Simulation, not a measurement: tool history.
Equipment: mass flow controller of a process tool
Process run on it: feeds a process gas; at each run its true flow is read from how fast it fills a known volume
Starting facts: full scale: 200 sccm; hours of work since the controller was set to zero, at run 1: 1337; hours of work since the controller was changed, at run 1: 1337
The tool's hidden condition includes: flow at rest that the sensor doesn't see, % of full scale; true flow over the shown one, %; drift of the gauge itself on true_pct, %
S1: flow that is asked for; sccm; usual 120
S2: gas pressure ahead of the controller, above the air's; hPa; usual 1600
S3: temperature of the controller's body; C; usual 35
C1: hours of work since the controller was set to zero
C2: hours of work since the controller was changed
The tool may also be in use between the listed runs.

{"run": 1, "hour": 0.0, "S1": 120, "S2": 1600, "S3": 35, "C1": 1337, "C2": 1337, "true flow (%)": 100.36}
{"run": 2, "hour": 153.3, "S1": 120, "S2": 1600, "S3": 35, "C1": 1427, "C2": 1427, "true flow (%)": 100.38}
{"run": 3, "hour": 323.6, "S1": 120, "S2": 1600, "S3": 35, "C1": 1527, "C2": 1527, "true flow (%)": 100.46}
{"run": 4, "hour": 451.1, "S1": 120, "S2": 1600, "S3": 35, "C1": 1601, "C2": 1601, "true flow (%)": 100.6}
{"run": 5, "hour": 554.5, "S1": 103, "S2": 1600, "S3": 35, "C1": 1662, "C2": 1662, "true flow (%)": 100.54}
{"run": 6, "hour": 656.5, "S1": 103, "S2": 1600, "S3": 35, "C1": 1721, "C2": 1721, "true flow (%)": 100.57}
{"run": 7, "hour": 789.2, "S1": 103, "S2": 1600, "S3": 25, "C1": 1799, "C2": 1799, "true flow (%)": 100.22}
{"run": 8, "hour": 897.9, "S1": 103, "S2": 1600, "S3": 25, "C1": 1863, "C2": 1863, "true flow (%)": 100.31}
{"run": 9, "hour": 1058.8, "S1": 120, "S2": 1600, "S3": 35, "C1": 1957, "C2": 1957, "true flow (%)": 100.94}
{"run": 10, "hour": 1234.0, "S1": 120, "S2": 1600, "S3": 35, "C1": 2059, "C2": 2059, "true flow (%)": 101}
{"run": 11, "hour": 1321.5, "S1": 120, "S2": 2620, "S3": 31, "C1": 2110, "C2": 2110, "true flow (%)": 100.49}
{"run": 12, "hour": 1448.2, "S1": 120, "S2": 2620, "S3": 35, "C1": 2185, "C2": 2185, "true flow (%)": 100.88}
{"run": 13, "hour": 1607.0, "S1": 94, "S2": 2510, "S3": 35, "C1": 2278, "C2": 2278, "true flow (%)": 100.86}
{"run": 14, "hour": 1751.0, "S1": 99, "S2": 2380, "S3": 35, "C1": 2362, "C2": 2362, "true flow (%)": 101.11}
{"run": 15, "hour": 1939.1, "S1": 99, "S2": 2380, "S3": 35, "C1": 2472, "C2": 2472, "true flow (%)": 101.12}
{"run": 16, "hour": 2065.6, "S1": 45, "S2": 2140, "S3": 22, "C1": 2546, "C2": 2546, "true flow (%)": 100.2}
{"run": 17, "hour": 2174.7, "S1": 75, "S2": 2630, "S3": 35, "C1": 2610, "C2": 2610, "true flow (%)": 101.09}
{"run": 18, "hour": 2266.9, "S1": 161, "S2": 1850, "S3": 24, "C1": 2664, "C2": 2664, "true flow (%)": 101.06}
{"run": 19, "hour": 2447.0, "S1": 49, "S2": 2360, "S3": 35, "C1": 2769, "C2": 2769, "true flow (%)": 101.12}
{"run": 20, "hour": 2558.4, "S1": 36, "S2": 1500, "S3": 23, "C1": 2834, "C2": 2834, "true flow (%)": 100.81}

5 ways to go on from here, each from the tool as it stands after run 20. What would each give?
{"run": "A", "hour": 2649.6, "S1": 36, "S2": 2690, "S3": 23, "C1": 2888, "C2": 2888, "true flow (%)": "?"}
{"run": "B", "hour": 2649.6, "S1": 127, "S2": 2680, "S3": 23, "C1": 2888, "C2": 2888, "true flow (%)": "?"}
{"run": "C", "hour": 2649.6, "S1": 36, "S2": 1500, "S3": 32, "C1": 2888, "C2": 2888, "true flow (%)": "?"}
{"run": "D", "hour": 2649.6, "S1": 73, "S2": 2140, "S3": 24, "C1": 2888, "C2": 2888, "true flow (%)": "?"}
{"run": "E", "hour": 2649.6, "S1": 36, "S2": 1500, "S3": 21, "C1": 2888, "C2": 2888, "true flow (%)": "?"}

run=A true_flow_(%)=100.28
run=B true_flow_(%)=100.81
run=C true_flow_(%)=101.25
run=D true_flow_(%)=100.81
run=E true_flow_(%)=100.69
The same runs, with their run-to-run variation unchanged, on a tool lacking any hidden condition would have given:
run=A true_flow_(%)=98.84
run=B true_flow_(%)=99.36
run=C true_flow_(%)=99.79
run=D true_flow_(%)=99.36
run=E true_flow_(%)=99.24
